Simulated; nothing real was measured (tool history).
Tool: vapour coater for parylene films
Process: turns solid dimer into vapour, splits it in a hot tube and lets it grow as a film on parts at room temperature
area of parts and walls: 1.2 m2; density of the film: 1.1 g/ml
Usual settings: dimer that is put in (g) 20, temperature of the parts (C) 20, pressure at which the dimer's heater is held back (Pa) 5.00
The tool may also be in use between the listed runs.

| run | hour | dimer that is put in (g) | temperature of the parts (C) | pressure at which the dimer's heater is held back (Pa) | thickness of the film (nm) |
|---|---|---|---|---|---|
| 1 | 0.0 | 20 | 20 | 5.00 | 10760 |
| 2 | 10.6 | 20 | 20 | 5.00 | 10750 |
| 3 | 23.4 | 20 | 20 | 5.00 | 10690 |
| 4 | 45.6 | 20 | 20 | 5.00 | 10830 |
| 5 | 61.4 | 20 | 20 | 5.00 | 10630 |
| 6 | 76.4 | 20 | 20 | 5.00 | 10810 |
| 7 | 91.3 | 20 | 20 | 2.74 | 11520 |
| 8 | 114.7 | 20 | 20 | 3.66 | 11210 |
| 9 | 135.3 | 20 | 20 | 3.66 | 11070 |
| 10 | 157.6 | 20 | 20 | 2.08 | 12150 |
| 11 | 173.4 | 20 | 20 | 2.08 | 12150 |
|  | 175.4 | table's thermometer calibrated |
| 12 | 190.3 | 20 | 20 | 2.08 | 12200 |
| 13 | 210.7 | 20 | 20 | 2.08 | 12250 |
| 14 | 224.2 | 20 | 15 | 5.00 | 12180 |
| 15 | 234.7 | 20 | 23 | 5.00 | 9810 |
|  | 239.0 | table's thermometer calibrated, once more |
| 16 | 248.1 | 20 | 20 | 5.00 | 10320 |
| 17 | 264.7 | 20 | 20 | 5.00 | 10100 |
|  | 271.0 | trap's valve overhauled |
| 18 | 279.9 | 20 | 28 | 5.00 | 9730 |
| 19 | 299.3 | 20 | 28 | 5.00 | 9790 |
| 20 | 322.5 | 14 | 20 | 5.00 | 8520 |
| 21 | 347.5 | 20 | 23 | 5.00 | 11120 |
| 22 | 370.8 | 20 | 23 | 5.00 | 11060 |
| 23 | 382.2 | 9 | 14 | 5.00 | 6260 |
| 24 | 395.7 | 9 | 14 | 5.00 | 6280 |
| 25 | 416.5 | 9 | 14 | 5.00 | 6380 |
| 26 | 432.2 | 33 | 20 | 3.82 | 20400 |
| 27 | 457.4 | 33 | 20 | 3.82 | 20460 |
| 28 | 473.2 | 20 | 13 | 5.30 | 14320 |
| 29 | 498.1 | 22 | 12 | 5.30 | 15880 |
| 30 | 513.2 | 22 | 14 | 3.02 | 15970 |
| 31 | 531.8 | 20 | 28 | 4.68 | 9440 |
| 32 | 554.4 | 20 | 28 | 4.68 | 9600 |
| 33 | 565.9 | 20 | 28 | 4.68 | 9540 |
| 34 | 581.9 | 26 | 24 | 11.33 | 12100 |
| 35 | 595.4 | 18 | 20 | 5.00 | 10560 |
| 36 | 618.0 | 18 | 20 | 5.00 | 10410 |

Run 37 comes next. What will it give?
| 37 | 638.2 | 22 | 22 | 5.00 | ? |

{"run 37": {"thickness of the film (nm)": 12290}}
Without the tool's hidden state the same run would have given thickness of the film (nm) 12660.
